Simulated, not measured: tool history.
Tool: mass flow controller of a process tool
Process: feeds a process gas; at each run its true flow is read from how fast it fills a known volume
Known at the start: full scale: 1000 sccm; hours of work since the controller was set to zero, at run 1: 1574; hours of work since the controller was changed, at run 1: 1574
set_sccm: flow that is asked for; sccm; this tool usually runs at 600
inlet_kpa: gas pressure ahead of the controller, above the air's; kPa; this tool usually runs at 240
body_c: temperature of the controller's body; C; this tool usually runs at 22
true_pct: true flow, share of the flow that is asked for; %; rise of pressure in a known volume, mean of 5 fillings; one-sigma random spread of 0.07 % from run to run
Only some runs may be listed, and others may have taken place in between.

run    hour  set_sccm  inlet_kpa  body_c  hours of work since the controller was set to zero  hours of work since the controller was changed  true_pct
  1     0.0       600        240      22                                                1574                                            1574     98.58
  2   362.0       600        240      21                                                1778                                            1778     98.60
  3   618.5       600        240      21                                                1923                                            1923     98.46
  4  1024.2       600        240      21                                                2152                                            2152     98.28
  5  1377.6       600        240      21                                                2352                                            2352     98.39
  6  1606.1       464        161      31                                                2481                                            2481     98.33
  7  1927.7       464        161      33                                                2663                                            2663     98.57
  8  2354.8       117        220      33                                                2904                                            2904     97.50

What will run 9 give?
  9  2647.1       600        256      22                                                3069                                            3069         ?

{"run 9": {"true_pct": 98.34}}
With no hidden state in the tool, this same run would have given true_pct 98.68 %.
